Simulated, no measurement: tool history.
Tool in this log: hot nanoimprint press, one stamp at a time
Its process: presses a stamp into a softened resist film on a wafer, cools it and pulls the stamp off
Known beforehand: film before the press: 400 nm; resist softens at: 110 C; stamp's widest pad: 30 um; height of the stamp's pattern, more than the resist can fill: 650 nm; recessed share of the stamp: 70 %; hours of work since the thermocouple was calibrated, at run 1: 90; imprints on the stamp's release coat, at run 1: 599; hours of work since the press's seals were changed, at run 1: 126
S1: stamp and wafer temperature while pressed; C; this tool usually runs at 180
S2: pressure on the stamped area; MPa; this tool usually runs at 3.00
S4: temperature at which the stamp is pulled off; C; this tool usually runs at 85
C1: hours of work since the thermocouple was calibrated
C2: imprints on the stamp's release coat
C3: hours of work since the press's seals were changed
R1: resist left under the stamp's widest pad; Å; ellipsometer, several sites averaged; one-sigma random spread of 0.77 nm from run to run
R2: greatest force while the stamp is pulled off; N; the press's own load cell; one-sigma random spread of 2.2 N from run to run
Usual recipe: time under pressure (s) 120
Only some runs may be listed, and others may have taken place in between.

{"run": 1, "hour": 0.0, "S1": 180, "S2": 3.0, "time under pressure (s)": 120, "S4": 85, "C1": 90, "C2": 599, "C3": 126, "R1": 2347, "R2": 157}
{"hour": 16.0, "done": "stamp cleaned and given a new release coat"}
{"run": 2, "hour": 22.7, "S1": 180, "S2": 3.0, "time under pressure (s)": 120, "S4": 85, "C1": 101, "C2": 19, "C3": 137, "R1": 2351, "R2": 153}
{"run": 3, "hour": 36.8, "S1": 180, "S2": 3.0, "time under pressure (s)": 120, "S4": 85, "C1": 111, "C2": 59, "C3": 146, "R1": 2356, "R2": 154}
{"run": 4, "hour": 54.0, "S1": 180, "S2": 3.0, "time under pressure (s)": 120, "S4": 85, "C1": 122, "C2": 107, "C3": 158, "R1": 2350, "R2": 155}
{"run": 5, "hour": 71.5, "S1": 180, "S2": 3.0, "time under pressure (s)": 120, "S4": 85, "C1": 134, "C2": 156, "C3": 169, "R1": 2365, "R2": 156}
{"run": 6, "hour": 87.6, "S1": 180, "S2": 3.0, "time under pressure (s)": 120, "S4": 85, "C1": 145, "C2": 201, "C3": 180, "R1": 2350, "R2": 155}
{"run": 7, "hour": 100.8, "S1": 180, "S2": 3.0, "time under pressure (s)": 124, "S4": 85, "C1": 153, "C2": 238, "C3": 189, "R1": 2357, "R2": 151}
{"run": 8, "hour": 116.2, "S1": 180, "S2": 3.0, "time under pressure (s)": 120, "S4": 73, "C1": 164, "C2": 282, "C3": 199, "R1": 2373, "R2": 182}
{"run": 9, "hour": 130.4, "S1": 180, "S2": 3.0, "time under pressure (s)": 120, "S4": 73, "C1": 173, "C2": 322, "C3": 209, "R1": 2386, "R2": 186}
{"run": 10, "hour": 145.3, "S1": 180, "S2": 3.0, "time under pressure (s)": 120, "S4": 73, "C1": 183, "C2": 363, "C3": 218, "R1": 2384, "R2": 184}
{"run": 11, "hour": 155.4, "S1": 180, "S2": 3.0, "time under pressure (s)": 120, "S4": 73, "C1": 190, "C2": 392, "C3": 225, "R1": 2396, "R2": 183}
{"run": 12, "hour": 165.8, "S1": 180, "S2": 3.0, "time under pressure (s)": 120, "S4": 85, "C1": 197, "C2": 421, "C3": 232, "R1": 2383, "R2": 156}
{"run": 13, "hour": 182.0, "S1": 180, "S2": 2.96, "time under pressure (s)": 120, "S4": 85, "C1": 207, "C2": 466, "C3": 243, "R1": 2409, "R2": 152}
{"run": 14, "hour": 194.7, "S1": 180, "S2": 3.2, "time under pressure (s)": 120, "S4": 85, "C1": 216, "C2": 502, "C3": 251, "R1": 2337, "R2": 157}
{"run": 15, "hour": 214.1, "S1": 180, "S2": 3.2, "time under pressure (s)": 120, "S4": 85, "C1": 229, "C2": 556, "C3": 264, "R1": 2311, "R2": 158}
{"run": 16, "hour": 232.7, "S1": 180, "S2": 3.2, "time under pressure (s)": 120, "S4": 85, "C1": 241, "C2": 609, "C3": 277, "R1": 2334, "R2": 158}
{"hour": 245.5, "done": "stamp cleaned and given a new release coat"}
{"run": 17, "hour": 258.0, "S1": 175, "S2": 3.0, "time under pressure (s)": 120, "S4": 85, "C1": 254, "C2": 35, "C3": 290, "R1": 2798, "R2": 158}
{"run": 18, "hour": 270.0, "S1": 188, "S2": 3.0, "time under pressure (s)": 120, "S4": 85, "C1": 262, "C2": 69, "C3": 298, "R1": 1830, "R2": 159}
{"hour": 287.1, "done": "plate thermocouple calibrated"}
{"run": 19, "hour": 291.4, "S1": 188, "S2": 3.0, "time under pressure (s)": 120, "S4": 85, "C1": 3, "C2": 120, "C3": 310, "R1": 1841, "R2": 157}
{"hour": 299.8, "done": "gauge calibrated"}
{"run": 20, "hour": 306.8, "S1": 192, "S2": 3.0, "time under pressure (s)": 64, "S4": 76, "C1": 13, "C2": 164, "C3": 320, "R1": 1959, "R2": 179}
{"run": 21, "hour": 315.7, "S1": 192, "S2": 3.0, "time under pressure (s)": 64, "S4": 76, "C1": 19, "C2": 189, "C3": 326, "R1": 1945, "R2": 175}
{"run": 22, "hour": 324.9, "S1": 176, "S2": 4.51, "time under pressure (s)": 160, "S4": 89, "C1": 25, "C2": 214, "C3": 332, "R1": 2044, "R2": 143}
{"run": 23, "hour": 338.2, "S1": 180, "S2": 2.75, "time under pressure (s)": 120, "S4": 88, "C1": 34, "C2": 252, "C3": 341, "R1": 2436, "R2": 148}
{"run": 24, "hour": 356.3, "S1": 190, "S2": 2.83, "time under pressure (s)": 120, "S4": 85, "C1": 46, "C2": 303, "C3": 353, "R1": 1750, "R2": 156}
{"run": 25, "hour": 372.9, "S1": 190, "S2": 2.83, "time under pressure (s)": 120, "S4": 85, "C1": 57, "C2": 349, "C3": 364, "R1": 1743, "R2": 155}
{"run": 26, "hour": 384.8, "S1": 180, "S2": 3.0, "time under pressure (s)": 120, "S4": 85, "C1": 65, "C2": 383, "C3": 372, "R1": 2364, "R2": 155}
{"run": 27, "hour": 397.5, "S1": 180, "S2": 4.37, "time under pressure (s)": 116, "S4": 76, "C1": 74, "C2": 418, "C3": 381, "R1": 2013, "R2": 180}
{"run": 28, "hour": 415.2, "S1": 170, "S2": 2.36, "time under pressure (s)": 120, "S4": 85, "C1": 85, "C2": 468, "C3": 392, "R1": 3366, "R2": 153}
{"run": 29, "hour": 433.1, "S1": 180, "S2": 3.0, "time under pressure (s)": 172, "S4": 85, "C1": 97, "C2": 518, "C3": 404, "R1": 2129, "R2": 155}
{"run": 30, "hour": 441.2, "S1": 175, "S2": 3.0, "time under pressure (s)": 142, "S4": 73, "C1": 103, "C2": 541, "C3": 410, "R1": 2665, "R2": 189}

Some steps in R1 between neighbouring runs. How much of each would the tool show without its hidden state too (settings, what came in, random variation), and how much is left for the hidden state, with any gauge scatter that isn't in both results?
The tool's hidden condition here consists of: true temperature over the reading, C; pressure that arrives at the usual setting, %; grip of the stamp's worn release coat, % over a new coat's; drift of the gauge itself on residual_nm, %; drift of the gauge itself on pull_off_n, %.
Run 17 -> 18: S1 175 -> 188. R1 -968 Å: hidden state -19, all else -949.
Run 19 -> 20: S1 188 -> 192, time under pressure (s) 120 -> 64, S4 85 -> 76, gauge calibrated. R1 +118 Å: hidden state -46, all else +164.
Run 27 -> 28: S1 180 -> 170, S2 4.37 -> 2.36, time under pressure (s) 116 -> 120, S4 76 -> 85. R1 +1353 Å: hidden state +17, all else +1336.
Run 28 -> 29: S1 170 -> 180, S2 2.36 -> 3.00, time under pressure (s) 120 -> 172. R1 -1237 Å: hidden state -9, all else -1228.
